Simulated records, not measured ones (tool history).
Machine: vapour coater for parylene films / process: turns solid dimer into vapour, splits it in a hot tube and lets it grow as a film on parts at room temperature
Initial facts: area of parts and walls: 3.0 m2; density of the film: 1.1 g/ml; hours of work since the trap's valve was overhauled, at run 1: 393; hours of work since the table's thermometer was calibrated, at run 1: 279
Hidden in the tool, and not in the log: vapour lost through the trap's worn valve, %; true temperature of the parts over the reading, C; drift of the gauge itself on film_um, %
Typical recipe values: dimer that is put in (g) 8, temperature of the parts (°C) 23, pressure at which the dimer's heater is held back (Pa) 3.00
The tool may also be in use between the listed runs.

run	hour	dimer that is put in (g)	temperature of the parts (°C)	pressure at which the dimer's heater is held back (Pa)	hours of work since the trap's valve was overhauled	hours of work since the table's thermometer was calibrated	thickness of the film (nm)
1	0.0	8	23	3.00	393	279	1480
2	37.1	8	23	4.01	413	298	1360
3	61.6	8	23	4.01	426	311	1330
4	79.3	8	23	4.01	435	321	1350
5	104.6	8	23	4.01	448	334	1390
6	141.9	8	23	4.01	468	354	1390
7	166.2	8	23	4.01	481	367	1340
8	204.3	8	23	3.00	501	387	1390
# hour 224.5: trap's valve overhauled
9	242.5	8	23	3.00	9	405	1660
10	267.5	5	23	3.00	23	418	1010
11	284.3	5	23	3.00	32	427	1040
12	316.2	5	23	3.00	48	444	1000
13	339.2	8	20	3.00	61	456	1900
14	370.2	8	20	3.00	77	472	1830
# hour 375.0: table's thermometer calibrated
15	397.7	8	23	3.00	91	12	1600
16	424.8	8	23	3.00	105	26	1600
17	461.1	13	23	3.00	124	45	2520
18	491.1	8	31	3.00	140	61	1060
19	518.7	10	23	3.00	155	76	1940
20	544.9	7	21	7.90	169	90	1290
21	562.8	4	23	8.56	178	99	670
22	594.6	4	31	7.64	195	116	470
# hour 610.1: table's thermometer calibrated, once more
23	636.6	7	24	5.47	216	14	1190
24	657.2	8	23	4.11	227	25	1560
25	682.5	8	30	4.11	241	38	1060
26	704.1	12	16	4.60	252	50	3080
27	742.9	12	16	4.60	273	70	3060
28	781.1	12	16	4.60	293	90	3010
29	803.6	8	27	2.45	305	102	1300
30	833.1	9	23	2.55	320	118	1710
31	858.2	10	23	9.60	333	131	1560
32	894.8	3	23	2.31	353	150	580
33	924.6	11	27	8.97	368	166	1410
34	943.8	6	23	5.37	379	176	1040

Same runs, no hidden state in the tool, same run-to-run variation:
run	thickness of the film (nm)
1	1710
2	1590
3	1560
4	1590
5	1640
6	1650
7	1600
8	1670
9	1690
10	1030
11	1070
12	1030
13	1970
14	1900
15	1680
16	1690
17	2690
18	1130
19	2080
20	1400
21	730
22	510
23	1270
24	1670
25	1140
26	3330
27	3330
28	3300
29	1430
30	1900
31	1740
32	650
33	1580
34	1170
